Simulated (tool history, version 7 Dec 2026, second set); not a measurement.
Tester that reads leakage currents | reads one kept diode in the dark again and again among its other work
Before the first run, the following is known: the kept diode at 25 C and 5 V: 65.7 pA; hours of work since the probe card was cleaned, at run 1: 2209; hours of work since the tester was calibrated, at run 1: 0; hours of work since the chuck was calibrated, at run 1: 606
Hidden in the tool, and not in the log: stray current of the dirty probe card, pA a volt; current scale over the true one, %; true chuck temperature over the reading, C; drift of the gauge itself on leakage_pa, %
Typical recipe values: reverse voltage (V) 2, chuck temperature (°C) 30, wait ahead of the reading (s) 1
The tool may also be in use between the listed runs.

run    hour  reverse voltage (V)  chuck temperature (°C)  wait ahead of the reading (s)  hours of work since the probe card was cleaned  hours of work since the tester was calibrated  hours of work since the chuck was calibrated  current that the tester gives (pA)
  1       0                    2                      30                              1                                            2209                                              0                                           606                               76.49
  2   173.1                    2                      30                              1                                            2338                                            128                                           734                               77.65
  3   343.5                    2                      30                           3.63                                            2464                                            255                                           860                               77.86
  4   475.3                    2                      30                           3.63                                            2562                                            352                                           958                               78.08
  5   666.6                    2                      30                           3.63                                            2703                                            494                                          1100                               78.67
        841  -- probe card cleaned and baked
  6   848.8                    2                      30                           3.63                                               6                                            627                                          1233                               80.07
  7  1075.5                    2                      55                           3.63                                             174                                            795                                          1401                              465.26
  8  1217.3                    2                      25                              1                                             279                                            900                                          1506                               56.34
     1461.4  -- probe card cleaned and baked, once more
  9  1481.7                    2                      25                              1                                              15                                           1094                                          1699                               55.73

What does the tool deliver on the next run?
 10  1655.1                    2                      25                              1                                             144                                           1222                                          1828                                   ?

{"run 10": {"current that the tester gives (pA)": 56.13}}
Had the tool carried no hidden state, the very same run would have given current that the tester gives (pA) 48.74.

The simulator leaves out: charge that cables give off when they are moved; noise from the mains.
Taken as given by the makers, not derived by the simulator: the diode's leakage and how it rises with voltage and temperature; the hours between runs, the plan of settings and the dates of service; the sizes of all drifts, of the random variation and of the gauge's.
